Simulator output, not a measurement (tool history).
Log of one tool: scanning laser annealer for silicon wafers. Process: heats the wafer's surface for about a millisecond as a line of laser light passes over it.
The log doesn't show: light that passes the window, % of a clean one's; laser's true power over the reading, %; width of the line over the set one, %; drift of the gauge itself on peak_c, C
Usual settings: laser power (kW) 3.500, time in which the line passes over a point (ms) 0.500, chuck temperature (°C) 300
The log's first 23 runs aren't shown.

| run | day | laser power (kW) | time in which the line passes over a point (ms) | chuck temperature (°C) | hours of work since the window was cleaned | hours of work since the power meter was calibrated | hours of work since the optics were aligned | highest temperature of the surface (°C) |
|---|---|---|---|---|---|---|---|---|
| 24 | 42.654 | 3.345 | 0.406 | 307 | 255 | 1893 | 531 | 997 |
| 25 | 44.667 | 3.345 | 0.406 | 307 | 286 | 1924 | 562 | 998 |
| 26 | 46.717 | 3.345 | 0.406 | 307 | 317 | 1956 | 594 | 999 |
| 27 | 48.033 | 3.345 | 0.406 | 307 | 338 | 1976 | 614 | 996 |
| 28 | 49.329 | 3.391 | 0.370 | 316 | 358 | 1996 | 634 | 983 |
|  | 50.650 | window over the wafer cleaned |
| 29 | 51.183 | 3.697 | 0.407 | 272 | 8 | 2024 | 661 | 1030 |
| 30 | 52.858 | 3.697 | 0.407 | 272 | 34 | 2049 | 687 | 1032 |
| 31 | 54.683 | 3.679 | 0.407 | 316 | 62 | 2078 | 715 | 1073 |

The next listed run, before its measurement:
| 32 | 56.308 | 3.679 | 0.407 | 330 | 87 | 2103 | 741 | ? |

highest temperature of the surface (°C): 1084
Without the tool's hidden state the same run would have given highest temperature of the surface (°C) 1084.
